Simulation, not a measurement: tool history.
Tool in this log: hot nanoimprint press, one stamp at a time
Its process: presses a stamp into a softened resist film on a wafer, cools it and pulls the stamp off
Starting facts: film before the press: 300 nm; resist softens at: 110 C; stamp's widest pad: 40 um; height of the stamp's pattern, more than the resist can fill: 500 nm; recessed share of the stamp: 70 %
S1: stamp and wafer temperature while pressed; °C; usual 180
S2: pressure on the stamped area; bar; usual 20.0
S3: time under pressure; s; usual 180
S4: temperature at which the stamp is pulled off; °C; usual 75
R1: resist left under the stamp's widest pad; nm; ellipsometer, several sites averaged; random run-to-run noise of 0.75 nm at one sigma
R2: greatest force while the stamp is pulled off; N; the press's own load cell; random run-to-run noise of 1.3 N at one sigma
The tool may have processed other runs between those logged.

Run 1, hour 0.0: usual settings. Result: R1 138.0 nm, R2 203 N.
At hour 23.7: stamp cleaned and given a new release coat.
Run 2, hour 26.8: usual settings. Result: R1 138.5 nm, R2 203 N.
Run 3, hour 46.2: usual settings. Result: R1 137.5 nm, R2 202 N.
Run 4, hour 57.0: usual settings but S3 273 s. Result: R1 116.2 nm, R2 204 N.
Run 5, hour 76.8: usual settings but S2 22.7 bar. Result: R1 131.7 nm, R2 203 N.
Run 6, hour 92.7: usual settings but S1 178 °C, S2 22.7 bar. Result: R1 146.3 nm, R2 203 N.
Run 7, hour 105.5: usual settings but S1 178 °C, S2 22.7 bar. Result: R1 145.8 nm, R2 205 N.
Run 8, hour 123.3: usual settings. Result: R1 139.7 nm, R2 201 N.
Run 9, hour 133.2: usual settings. Result: R1 140.3 nm, R2 205 N.
Run 10, hour 153.4: usual settings. Result: R1 140.1 nm, R2 203 N.
Run 11, hour 170.0: usual settings. Result: R1 141.3 nm, R2 203 N.
Run 12, hour 190.3: usual settings but S2 13.1 bar. Result: R1 164.9 nm, R2 203 N.
At hour 206.8: stamp cleaned and given a new release coat.
Run 13, hour 218.0: usual settings but S2 13.1 bar. Result: R1 165.1 nm, R2 204 N.
Run 14, hour 227.4: usual settings but S2 13.1 bar. Result: R1 163.7 nm, R2 202 N.
Run 15, hour 243.3: usual settings but S2 13.1 bar. Result: R1 165.4 nm, R2 204 N.
Run 16, hour 254.1: usual settings but S1 175 °C, S2 12.3 bar, S4 61 °C. Result: R1 206.0 nm, R2 237 N.
Run 17, hour 272.6: usual settings but S1 175 °C, S2 12.3 bar, S3 128 s. Result: R1 224.0 nm, R2 203 N.
Run 18, hour 288.6: usual settings but S1 188 °C, S2 17.5 bar, S3 205 s, S4 64 °C. Result: R1 96.0 nm, R2 228 N.
Run 19, hour 309.6: usual settings but S1 187 °C, S2 15.0 bar, S3 122 s. Result: R1 135.3 nm, R2 202 N.
Run 20, hour 322.0: usual settings but S1 187 °C, S2 15.0 bar, S3 122 s. Result: R1 133.5 nm, R2 203 N.
Run 21, hour 343.2: usual settings but S1 187 °C, S2 15.0 bar, S3 122 s. Result: R1 134.4 nm, R2 205 N.
At hour 353.9: gauge calibrated.
Run 22, hour 362.2: usual settings but S1 187 °C, S2 15.0 bar, S3 122 s. Result: R1 131.7 nm, R2 204 N.
Run 23, hour 381.4: usual settings but S1 187 °C, S2 15.0 bar, S3 122 s. Result: R1 131.2 nm, R2 205 N.
At hour 390.4: stamp cleaned and given a new release coat.
Run 24, hour 409.1: usual settings but S2 23.9 bar, S3 212 s. Result: R1 120.6 nm, R2 204 N.
Run 25, hour 423.1: usual settings but S2 23.9 bar, S3 212 s. Result: R1 119.0 nm, R2 201 N.
Run 26, hour 436.7: usual settings but S2 20.3 bar. Result: R1 138.1 nm, R2 204 N.
Run 27, hour 454.1: usual settings but S1 172 °C, S2 14.2 bar. Result: R1 218.8 nm, R2 202 N.
Run 28, hour 465.1: usual settings but S1 172 °C, S2 14.2 bar. Result: R1 220.0 nm, R2 204 N.
Run 29, hour 485.2: usual settings but S1 177 °C, S3 257 s. Result: R1 139.9 nm, R2 204 N.

What if the next run were any one of these 5? Each begins from the tool's condition after run 29:
Run A, hour 503.4: usual settings but S1 184 °C, S3 188 s, S4 60 °C. Result: R1 ?, R2 ?.
Run B, hour 503.4: usual settings but S1 178 °C, S3 134 s, S4 72 °C. Result: R1 ?, R2 ?.
Run C, hour 503.4: usual settings but S1 171 °C, S2 17.9 bar. Result: R1 ?, R2 ?.
Run D, hour 503.4: usual settings but S1 173 °C, S2 15.3 bar. Result: R1 ?, R2 ?.
Run E, hour 503.4: usual settings but S1 181 °C, S2 13.7 bar, S3 103 s. Result: R1 ?, R2 ?.

run     R1   R2
  A  113.9  238
  B  168.8  209
  C  212.8  205
  D  204.1  204
  E  187.6  203
The same runs, with their run-to-run variation unchanged, on a tool lacking any hidden condition would have given:
run     R1   R2
  A  112.2  238
  B  166.4  209
  C  209.9  204
  D  201.3  203
  E  185.0  202
